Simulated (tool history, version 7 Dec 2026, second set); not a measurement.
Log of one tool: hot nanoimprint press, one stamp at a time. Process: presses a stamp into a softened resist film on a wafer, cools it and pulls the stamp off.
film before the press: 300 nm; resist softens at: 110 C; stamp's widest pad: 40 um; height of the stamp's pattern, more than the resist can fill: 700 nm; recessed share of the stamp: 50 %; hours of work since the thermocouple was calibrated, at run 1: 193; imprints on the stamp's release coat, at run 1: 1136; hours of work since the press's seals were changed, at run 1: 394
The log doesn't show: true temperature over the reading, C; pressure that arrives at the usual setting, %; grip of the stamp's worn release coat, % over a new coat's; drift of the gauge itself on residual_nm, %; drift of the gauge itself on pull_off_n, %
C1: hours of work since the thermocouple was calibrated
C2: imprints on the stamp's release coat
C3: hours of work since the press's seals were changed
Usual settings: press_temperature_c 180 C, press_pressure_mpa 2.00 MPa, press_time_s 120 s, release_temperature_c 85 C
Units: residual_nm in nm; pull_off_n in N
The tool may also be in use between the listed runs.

Run 1, day 0.000: usual settings; C1 193; C2 1136; C3 394. Result: residual_nm 142.3 nm, pull_off_n 255 N.
Run 2, day 2.117: usual settings; C1 214; C2 1226; C3 415. Result: residual_nm 143.4 nm, pull_off_n 262 N.
Run 3, day 4.296: usual settings; C1 236; C2 1319; C3 437. Result: residual_nm 141.7 nm, pull_off_n 257 N.
Run 4, day 8.292: usual settings; C1 276; C2 1490; C3 476. Result: residual_nm 143.1 nm, pull_off_n 277 N.
At day 9.767: plate thermocouple calibrated.
Run 5, day 10.654: usual settings; C1 9; C2 1585; C3 499. Result: residual_nm 146.1 nm, pull_off_n 287 N.
Run 6, day 13.217: usual settings but press_pressure_mpa 2.03 MPa; C1 34; C2 1694; C3 524. Result: residual_nm 144.1 nm, pull_off_n 289 N.
Run 7, day 16.946: usual settings but press_pressure_mpa 2.03 MPa; C1 71; C2 1854; C3 561. Result: residual_nm 144.1 nm, pull_off_n 308 N.
Run 8, day 19.771: usual settings but press_pressure_mpa 1.61 MPa; C1 100; C2 1974; C3 589. Result: residual_nm 155.6 nm, pull_off_n 290 N.
At day 20.671: stamp cleaned and given a new release coat.
Run 9, day 24.083: usual settings but press_pressure_mpa 1.39 MPa; C1 140; C2 146; C3 630. Result: residual_nm 165.5 nm, pull_off_n 189 N.
Run 10, day 26.575: usual settings but press_temperature_c 169 C, press_pressure_mpa 1.39 MPa; C1 165; C2 252; C3 655. Result: residual_nm 234.8 nm, pull_off_n 192 N.
Run 11, day 30.350: usual settings but press_temperature_c 169 C, press_pressure_mpa 1.39 MPa; C1 202; C2 413; C3 692. Result: residual_nm 236.1 nm, pull_off_n 207 N.
Run 12, day 32.342: usual settings but release_temperature_c 88 C; C1 222; C2 498; C3 712. Result: residual_nm 142.7 nm, pull_off_n 201 N.
Run 13, day 35.379: usual settings but release_temperature_c 88 C; C1 252; C2 627; C3 742. Result: residual_nm 142.9 nm, pull_off_n 209 N.
Run 14, day 38.225: usual settings but release_temperature_c 88 C; C1 281; C2 749; C3 771. Result: residual_nm 141.2 nm, pull_off_n 211 N.
At day 39.138: plate thermocouple calibrated.
Run 15, day 40.354: usual settings but release_temperature_c 88 C; C1 12; C2 834; C3 791. Result: residual_nm 144.5 nm, pull_off_n 216 N.
Run 16, day 43.033: usual settings but release_temperature_c 88 C; C1 39; C2 949; C3 817. Result: residual_nm 143.9 nm, pull_off_n 223 N.
Run 17, day 44.762: usual settings but press_temperature_c 172 C, press_pressure_mpa 1.59 MPa, press_time_s 172 s, release_temperature_c 80 C; C1 56; C2 1022; C3 834. Result: residual_nm 189.2 nm, pull_off_n 264 N.
Run 18, day 48.358: usual settings but press_pressure_mpa 2.34 MPa, release_temperature_c 92 C; C1 92; C2 1176; C3 870. Result: residual_nm 134.6 nm, pull_off_n 222 N.
Run 19, day 51.546: usual settings but press_pressure_mpa 2.12 MPa; C1 124; C2 1312; C3 902. Result: residual_nm 139.0 nm, pull_off_n 262 N.
Run 20, day 53.908: usual settings but press_temperature_c 178 C, press_pressure_mpa 1.21 MPa, press_time_s 151 s, release_temperature_c 79 C; C1 147; C2 1413; C3 925. Result: residual_nm 173.0 nm, pull_off_n 306 N.
Run 21, day 56.812: usual settings but press_temperature_c 178 C, press_pressure_mpa 1.21 MPa, press_time_s 151 s, release_temperature_c 79 C; C1 176; C2 1537; C3 954. Result: residual_nm 170.4 nm, pull_off_n 315 N.
Run 22, day 59.375: usual settings but press_temperature_c 185 C, press_pressure_mpa 1.89 MPa, press_time_s 139 s, release_temperature_c 90 C; C1 201; C2 1646; C3 980. Result: residual_nm 111.0 nm, pull_off_n 250 N.
Run 23, day 63.271: usual settings but press_temperature_c 183 C, press_pressure_mpa 3.08 MPa, press_time_s 211 s, release_temperature_c 73 C; C1 240; C2 1812; C3 1019. Result: residual_nm 81.5 nm, pull_off_n 369 N.
Run 24, day 67.221: usual settings but press_pressure_mpa 2.06 MPa, press_time_s 199 s; C1 280; C2 1980; C3 1058. Result: residual_nm 113.1 nm, pull_off_n 304 N.
At day 67.867: stamp cleaned and given a new release coat.
At day 68.383: plate thermocouple calibrated.
Run 25, day 70.525: usual settings but press_temperature_c 182 C, press_pressure_mpa 1.25 MPa, press_time_s 153 s, release_temperature_c 71 C; C1 21; C2 108; C3 1087. Result: residual_nm 151.0 nm, pull_off_n 239 N.
Run 26, day 74.767: usual settings but press_temperature_c 182 C, press_pressure_mpa 1.25 MPa, press_time_s 153 s, release_temperature_c 71 C; C1 64; C2 289; C3 1129. Result: residual_nm 150.6 nm, pull_off_n 254 N.
Run 27, day 76.638: usual settings but press_temperature_c 182 C, press_pressure_mpa 1.25 MPa, press_time_s 153 s, release_temperature_c 71 C; C1 82; C2 368; C3 1148. Result: residual_nm 150.7 nm, pull_off_n 261 N.
Run 28, day 80.421: usual settings but press_pressure_mpa 1.27 MPa, release_temperature_c 78 C; C1 120; C2 530; C3 1186. Result: residual_nm 174.6 nm, pull_off_n 234 N.
Run 29, day 84.042: usual settings but press_pressure_mpa 1.27 MPa, release_temperature_c 78 C; C1 156; C2 684; C3 1222. Result: residual_nm 173.9 nm, pull_off_n 249 N.
Run 30, day 87.800: usual settings but press_pressure_mpa 1.27 MPa, release_temperature_c 78 C; C1 193; C2 845; C3 1259. Result: residual_nm 172.6 nm, pull_off_n 266 N.

4 ways to go on from here, each from the tool as it stands after run 30. What would each give?
Run A, day 91.912: usual settings but press_pressure_mpa 1.27 MPa, release_temperature_c 92 C; C1 234; C2 1020; C3 1300. Result: residual_nm ?, pull_off_n ?.
Run B, day 91.912: usual settings but press_pressure_mpa 1.27 MPa, press_time_s 175 s, release_temperature_c 78 C; C1 234; C2 1020; C3 1300. Result: residual_nm ?, pull_off_n ?.
Run C, day 91.912: usual settings but press_temperature_c 189 C, press_pressure_mpa 1.27 MPa, release_temperature_c 78 C; C1 234; C2 1020; C3 1300. Result: residual_nm ?, pull_off_n ?.
Run D, day 91.912: usual settings but press_pressure_mpa 2.96 MPa, release_temperature_c 80 C; C1 234; C2 1020; C3 1300. Result: residual_nm ?, pull_off_n ?.

run  residual_nm  pull_off_n
  A        170.9         215
  B        150.6         282
  C        123.4         277
  D        124.2         271
Without the tool's hidden state the same runs would have given:
run  residual_nm  pull_off_n
  A        170.6         163
  B        150.3         212
  C        122.9         208
  D        120.2         204
